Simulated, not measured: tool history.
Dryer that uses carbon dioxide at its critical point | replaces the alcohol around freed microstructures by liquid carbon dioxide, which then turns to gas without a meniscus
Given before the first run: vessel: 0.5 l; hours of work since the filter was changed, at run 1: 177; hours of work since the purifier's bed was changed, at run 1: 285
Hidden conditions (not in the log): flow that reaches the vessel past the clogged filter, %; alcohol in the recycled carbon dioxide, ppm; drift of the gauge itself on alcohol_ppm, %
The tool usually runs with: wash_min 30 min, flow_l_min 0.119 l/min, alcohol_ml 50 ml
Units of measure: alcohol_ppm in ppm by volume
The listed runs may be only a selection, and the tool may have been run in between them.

run	day	wash_min	flow_l_min	alcohol_ml	hours of work since the filter was changed	hours of work since the purifier's bed was changed	alcohol_ppm
1	0	30	0.119	50	177	285	246
2	1.854	30	0.119	50	205	313	280
3	4.208	30	0.119	50	240	348	299
4	5.329	30	0.119	50	257	365	319
5	7.533	30	0.119	50	290	398	359
6	9.038	30	0.114	50	313	421	461
7	10.467	30	0.114	50	334	442	507
8	12.508	30	0.119	41	365	473	367
9	14.617	30	0.119	41	397	504	397
# day 15.083: inlet filter changed
10	16.112	36	0.119	50	15	526	123
11	17.992	36	0.119	50	44	554	149
12	19.158	36	0.119	50	61	572	146
13	20.842	36	0.119	50	86	597	158
14	23.283	36	0.119	50	123	634	165
15	24.988	30	0.119	50	149	659	314
16	26.467	32	0.113	59	171	681	355
17	28.367	32	0.178	22	199	710	139
18	29.529	36	0.148	22	217	727	130
19	30.858	36	0.148	22	237	747	143
20	32.442	36	0.148	22	260	771	146
21	34.225	36	0.148	22	287	798	158
22	35.225	35	0.114	31	302	813	247
23	36.925	20	0.073	88	328	838	18414
24	38.358	41	0.119	26	349	860	185
25	40.35	41	0.084	22	379	890	392
26	41.462	32	0.095	22	396	906	584
# day 41.971: inlet filter changed
27	42.6	30	0.11	48	9	923	368
28	44.729	38	0.105	39	41	955	238
29	46.7	19	0.161	103	71	984	909

Per-run results on a tool with no hidden state, each run keeping its own random variation:
run	alcohol_ppm
1	124
2	133
3	123
4	128
5	139
6	172
7	182
8	97
9	104
10	26
11	45
12	39
13	36
14	33
15	125
16	138
17	12
18	1
19	6
20	4
21	13
22	45
23	12396
24	14
25	86
26	162
27	197
28	58
29	598
